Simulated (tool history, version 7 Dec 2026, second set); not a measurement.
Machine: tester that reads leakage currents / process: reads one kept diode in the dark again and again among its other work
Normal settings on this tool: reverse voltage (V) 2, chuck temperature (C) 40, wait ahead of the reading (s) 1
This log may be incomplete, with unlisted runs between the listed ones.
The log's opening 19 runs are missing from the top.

run	hour	reverse voltage (V)	chuck temperature (C)	wait ahead of the reading (s)	hours of work since the probe card was cleaned	hours of work since the tester was calibrated	hours of work since the chuck was calibrated	current that the tester gives (pA)
20	1385.9	3.85	40	1	1019	2014	167	63.8
21	1459.2	2	32	1	1052	2046	200	26.61
22	1504.7	14.13	51	1	1072	2067	220	240.4
23	1598	10.24	51	1.09	1113	2108	261	205.54
24	1695.8	10.24	51	1.09	1157	2152	305	204.84
25	1766.3	16.93	59	0.4	1188	2183	336	428.52
26	1850.1	16.93	59	0.4	1225	2220	373	430.08
27	1900.6	1.66	28	0.44	1248	2243	396	18.41
28	1961.2	6.86	23	1.46	1275	2270	423	31.01
29	2011.5	4.37	47	1	1297	2292	445	104.59
30	2053.4	4.37	47	1	1316	2311	464	104.2
31	2106.2	2.36	49	2.35	1339	2334	487	89.33
32	2147.8	12.31	47	0.5	1358	2353	506	171.96
33	2247.4	12.31	47	5.4	1402	2397	550	170.22
34	2341.7	4.31	37	4.02	1444	2439	592	53.29
35	2424.4	1.47	41	0.34	1481	2476	629	41.04
# hour 2479.1: chuck's temperature calibrated
36	2479.2	1.47	41	0.34	1504	2499	0	46.42
37	2538.6	1.64	21	2.81	1531	2525	26	12.83
38	2590.3	5.55	23	0.76	1554	2548	49	30.56
39	2674.1	5.55	23	0.76	1591	2586	87	30.64
40	2771.2	5.55	23	0.76	1634	2629	130	30.78
41	2839.8	12.11	40	0.52	1665	2659	160	123.97

Below are 3 alternative next runs, each starting from the tool's condition after run 41. Predict each:
A	2880.1	1.56	33	2.08	1683	2677	178	?
B	2880.1	12.11	40	0.87	1683	2677	178	?
C	2880.1	3.18	40	1.36	1683	2677	178	?

run	current that the tester gives (pA)
A	26.83
B	123.52
C	60.87
With no hidden state in the tool, these same runs would have given:
run	current that the tester gives (pA)
A	23.75
B	97.54
C	54.64
